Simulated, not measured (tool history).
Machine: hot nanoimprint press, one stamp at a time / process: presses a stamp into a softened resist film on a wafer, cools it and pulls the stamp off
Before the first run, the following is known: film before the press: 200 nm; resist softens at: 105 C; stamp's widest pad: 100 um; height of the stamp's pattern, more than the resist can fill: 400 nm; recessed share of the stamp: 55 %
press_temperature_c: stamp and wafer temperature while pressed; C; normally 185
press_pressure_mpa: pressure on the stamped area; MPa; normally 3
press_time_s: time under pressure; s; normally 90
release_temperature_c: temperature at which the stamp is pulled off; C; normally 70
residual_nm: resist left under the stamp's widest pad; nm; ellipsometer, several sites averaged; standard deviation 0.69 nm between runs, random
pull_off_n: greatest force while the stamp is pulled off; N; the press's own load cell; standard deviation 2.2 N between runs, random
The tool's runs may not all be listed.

run	hour	press_temperature_c	press_pressure_mpa	press_time_s	release_temperature_c	residual_nm	pull_off_n
1	0	185	3	90	70	113.2	98
2	11.8	185	3	47	70	137.8	99
3	19.6	185	3	47	70	137.4	99
4	34.1	185	3	47	70	136.3	99
5	41.2	185	3	90	70	114.3	98
6	47.9	185	3	90	70	112.7	94
7	59.4	185	3	90	70	113	98
8	71.7	185	3	90	70	113.7	98
9	82.3	185	3.62	90	71	105.6	95
10	93.9	190	3.05	158	75	81	84

What does the tool deliver on the next run?
11	105.3	190	3.05	158	75	?	?

{"run 11": {"residual_nm": 79.8, "pull_off_n": 85}}
Had the tool carried no hidden state, the very same run would have given residual_nm 79.6 nm, pull_off_n 84 N.
